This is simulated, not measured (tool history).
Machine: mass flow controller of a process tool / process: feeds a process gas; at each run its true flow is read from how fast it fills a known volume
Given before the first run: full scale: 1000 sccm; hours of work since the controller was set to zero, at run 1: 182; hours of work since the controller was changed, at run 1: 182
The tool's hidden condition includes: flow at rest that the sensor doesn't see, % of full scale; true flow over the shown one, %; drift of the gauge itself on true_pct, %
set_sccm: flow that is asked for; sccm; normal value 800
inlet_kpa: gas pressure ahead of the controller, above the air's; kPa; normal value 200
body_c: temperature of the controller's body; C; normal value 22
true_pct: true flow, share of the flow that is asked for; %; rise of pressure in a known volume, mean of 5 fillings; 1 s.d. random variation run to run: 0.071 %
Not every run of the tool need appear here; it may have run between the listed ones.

run	hour	set_sccm	inlet_kpa	body_c	hours of work since the controller was set to zero	hours of work since the controller was changed	true_pct
1	0	800	200	22	182	182	99.83
2	283.6	800	200	22	284	284	99.87
3	602.4	800	200	22	399	399	99.76
4	1160.3	800	200	22	599	599	99.75
5	1489.3	285	200	22	717	717	98.8
6	1922.5	800	200	22	873	873	99.9
7	2304.8	800	200	22	1010	1010	99.78
8	2636	800	200	22	1129	1129	99.89
9	3088.6	800	200	22	1291	1291	99.77
10	3605.2	800	200	22	1477	1477	99.89
11	4021.6	800	200	22	1626	1626	99.87
12	4477.1	800	200	22	1790	1790	99.86
13	4909.8	382	200	22	1945	1945	98.85
14	5415.6	382	200	22	2127	2127	99.04
15	5813.2	382	200	22	2270	2270	99.03
16	6104.5	382	200	22	2374	2374	99.05
17	6438	382	200	22	2494	2494	98.93
18	6701.7	800	200	22	2589	2589	99.8
19	6982.7	224	200	22	2690	2690	98.68
20	7328.5	224	200	22	2814	2814	98.66
21	7653.5	224	200	22	2930	2930	98.67
22	8143.8	224	200	22	3107	3107	98.57
23	8495.6	224	200	22	3233	3233	98.73
24	8822	224	200	22	3350	3350	98.84
25	9229.1	224	200	22	3496	3496	98.68
26	9724.8	224	145	22	3674	3674	98.65
27	10109.8	259	149	29	3812	3812	98.06
28	10348.4	964	276	28	3898	3898	99.83
29	10870.1	964	276	28	4085	4085	99.9
30	11153.9	800	200	22	4187	4187	99.84
31	11443.4	174	200	38	4291	4291	97.39
32	11759.6	800	200	33	4405	4405	98.81
33	12319.8	800	160	33	4606	4606	98.98
34	12674.5	101	160	24	4733	4733	98.25
35	13226.8	101	160	24	4932	4932	98.28
36	13618.6	101	160	24	5072	5072	98.27

What does the tool deliver on the next run?
37	14165.7	219	248	25	5269	5269	?

{"run 37": {"true_pct": 98.64}}
With no hidden state in the tool, this same run would have given true_pct 98.63 %.

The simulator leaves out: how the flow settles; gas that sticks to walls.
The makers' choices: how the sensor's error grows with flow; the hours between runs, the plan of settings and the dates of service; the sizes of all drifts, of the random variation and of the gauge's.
